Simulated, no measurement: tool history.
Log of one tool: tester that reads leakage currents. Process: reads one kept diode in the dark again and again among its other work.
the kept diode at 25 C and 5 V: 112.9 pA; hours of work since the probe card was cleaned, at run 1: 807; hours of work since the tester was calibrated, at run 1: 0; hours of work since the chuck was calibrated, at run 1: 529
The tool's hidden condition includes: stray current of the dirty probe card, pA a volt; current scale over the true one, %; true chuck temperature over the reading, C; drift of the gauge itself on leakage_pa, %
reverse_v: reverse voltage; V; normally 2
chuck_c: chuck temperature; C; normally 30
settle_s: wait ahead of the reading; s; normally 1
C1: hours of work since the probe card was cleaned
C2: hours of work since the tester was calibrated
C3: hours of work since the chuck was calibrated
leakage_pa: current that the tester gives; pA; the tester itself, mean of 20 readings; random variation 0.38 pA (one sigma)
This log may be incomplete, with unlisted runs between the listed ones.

Run 1, hour 0: usual settings; C1 807; C2 0; C3 529. Result: leakage_pa 127.09 pA.
Run 2, hour 216.5: usual settings but settle_s 0.36 s; C1 967; C2 160; C3 689. Result: leakage_pa 128.65 pA.
Run 3, hour 380.4: usual settings but settle_s 2.11 s; C1 1088; C2 281; C3 810. Result: leakage_pa 128.03 pA.
Run 4, hour 488.5: usual settings but settle_s 2.11 s; C1 1167; C2 361; C3 890. Result: leakage_pa 128.76 pA.
Run 5, hour 629.5: usual settings but settle_s 2.11 s; C1 1271; C2 465; C3 994. Result: leakage_pa 128.92 pA.
Run 6, hour 749.2: usual settings; C1 1360; C2 553; C3 1082. Result: leakage_pa 129.75 pA.
Run 7, hour 915.9: usual settings; C1 1483; C2 676; C3 1205. Result: leakage_pa 129.93 pA.
Run 8, hour 1168.5: usual settings; C1 1670; C2 863; C3 1392. Result: leakage_pa 131.12 pA.
Run 9, hour 1346.4: usual settings; C1 1801; C2 994; C3 1523. Result: leakage_pa 131.75 pA.
Run 10, hour 1486.6: usual settings but settle_s 3.43 s; C1 1904; C2 1098; C3 1626. Result: leakage_pa 132.33 pA.
Run 11, hour 1721.5: usual settings but settle_s 3.43 s; C1 2078; C2 1271; C3 1800. Result: leakage_pa 132.25 pA.
Run 12, hour 1854.3: usual settings; C1 2176; C2 1369; C3 1898. Result: leakage_pa 133.82 pA.
At hour 1939: chuck's temperature calibrated.
Run 13, hour 2019.6: usual settings; C1 2296; C2 1490; C3 59. Result: leakage_pa 137.23 pA.
Run 14, hour 2244.9: usual settings; C1 2463; C2 1656; C3 226. Result: leakage_pa 137.55 pA.
Run 15, hour 2469.5: usual settings; C1 2629; C2 1822; C3 392. Result: leakage_pa 138.93 pA.
Run 16, hour 2689.7: usual settings; C1 2791; C2 1985; C3 554. Result: leakage_pa 140.04 pA.
At hour 2804.4: chuck's temperature calibrated, once more.
Run 17, hour 2859.9: usual settings; C1 2916; C2 2109; C3 41. Result: leakage_pa 130.1 pA.
Run 18, hour 3005: usual settings; C1 3023; C2 2216; C3 148. Result: leakage_pa 129.92 pA.
At hour 3088.4: tester calibrated.
Run 19, hour 3179: usual settings; C1 3150; C2 67; C3 275. Result: leakage_pa 127.56 pA.
Run 20, hour 3360.7: usual settings; C1 3284; C2 201; C3 409. Result: leakage_pa 128.03 pA.
Run 21, hour 3505.5: usual settings but reverse_v 4.03 V, chuck_c 28 C, settle_s 1.91 s; C1 3391; C2 308; C3 516. Result: leakage_pa 137.81 pA.
Run 22, hour 3763.4: usual settings but reverse_v 7.95 V, chuck_c 38 C, settle_s 1.91 s; C1 3581; C2 498; C3 707. Result: leakage_pa 378.54 pA.
At hour 3989.8: probe card cleaned and baked.
Run 23, hour 3990.8: usual settings but reverse_v 1.23 V, chuck_c 38 C, settle_s 1.91 s; C1 1; C2 664; C3 872. Result: leakage_pa 205.32 pA.
Run 24, hour 4117: usual settings but reverse_v 4.81 V, chuck_c 49 C; C1 94; C2 757; C3 966. Result: leakage_pa 716.28 pA.
Run 25, hour 4357.2: usual settings but reverse_v 4.81 V, chuck_c 49 C; C1 271; C2 935; C3 1143. Result: leakage_pa 723.88 pA.
Run 26, hour 4501.8: usual settings but reverse_v 4.81 V, chuck_c 49 C; C1 378; C2 1041; C3 1250. Result: leakage_pa 727.71 pA.
Run 27, hour 4685.3: usual settings but reverse_v 4.81 V, chuck_c 48 C, settle_s 1.18 s; C1 514; C2 1177; C3 1385. Result: leakage_pa 678.49 pA.
Run 28, hour 4880.1: usual settings but reverse_v 10.73 V, chuck_c 45 C, settle_s 0.38 s; C1 657; C2 1321; C3 1529. Result: leakage_pa 720.68 pA.
Run 29, hour 5001.2: usual settings but reverse_v 10.73 V, chuck_c 45 C, settle_s 0.38 s; C1 747; C2 1410; C3 1618. Result: leakage_pa 722.2 pA.
Run 30, hour 5228.5: usual settings but reverse_v 10.73 V, chuck_c 45 C, settle_s 0.38 s; C1 915; C2 1578; C3 1786. Result: leakage_pa 727.46 pA.
Run 31, hour 5379.1: usual settings but reverse_v 10.73 V, chuck_c 45 C, settle_s 0.38 s; C1 1026; C2 1689; C3 1897. Result: leakage_pa 726.48 pA.
At hour 5458.7: chuck's temperature calibrated.
Run 32, hour 5625.4: usual settings but reverse_v 10.73 V, chuck_c 45 C, settle_s 0.38 s; C1 1206; C2 1870; C3 123. Result: leakage_pa 716.13 pA.
Run 33, hour 5770.8: usual settings but reverse_v 10.73 V, chuck_c 45 C, settle_s 0.38 s; C1 1314; C2 1977; C3 230. Result: leakage_pa 716.34 pA.
Run 34, hour 5971.8: usual settings but reverse_v 9.47 V, settle_s 0.51 s; C1 1462; C2 2125; C3 379. Result: leakage_pa 224.79 pA.
At hour 6186.8: tester calibrated.
Run 35, hour 6230: usual settings but reverse_v 1.46 V, chuck_c 32 C; C1 1651; C2 32; C3 568. Result: leakage_pa 137.11 pA.
Run 36, hour 6416.3: usual settings but reverse_v 1.34 V, chuck_c 23 C, settle_s 0.7 s; C1 1789; C2 169; C3 706. Result: leakage_pa 65 pA.
Run 37, hour 6622.6: usual settings but reverse_v 1.34 V, chuck_c 23 C, settle_s 0.7 s; C1 1941; C2 322; C3 858. Result: leakage_pa 65.28 pA.
Run 38, hour 6793.4: usual settings but reverse_v 1.34 V, settle_s 5.16 s; C1 2067; C2 448; C3 984. Result: leakage_pa 115.26 pA.
Run 39, hour 6942.3: usual settings but reverse_v 9.3 V, chuck_c 37 C; C1 2177; C2 558; C3 1094. Result: leakage_pa 378.66 pA.

A few steps of leakage_pa between consecutive runs. Split each: what settings, incoming material and random variation would produce without the hidden state, and what is left over for the hidden state, along with gauge scatter present in only one of the two compared results (measured, and without hidden state):
Run 23 -> 24: reverse_v 1.23 -> 4.81, chuck_c 38 -> 49, settle_s 1.91 -> 1. leakage_pa +510.96 pA: hidden state +12.39, all else +498.57.
Run 31 -> 32: chuck's temperature calibrated. leakage_pa -10.35 pA: hidden state -12.81, all else +2.46.
Run 33 -> 34: reverse_v 10.73 -> 9.47, chuck_c 45 -> 30, settle_s 0.38 -> 0.51. leakage_pa -491.55 pA: hidden state -17.63, all else -473.92.
Run 38 -> 39: reverse_v 1.34 -> 9.3, chuck_c 30 -> 37, settle_s 5.16 -> 1. leakage_pa +263.4 pA: hidden state +12.42, all else +250.98.

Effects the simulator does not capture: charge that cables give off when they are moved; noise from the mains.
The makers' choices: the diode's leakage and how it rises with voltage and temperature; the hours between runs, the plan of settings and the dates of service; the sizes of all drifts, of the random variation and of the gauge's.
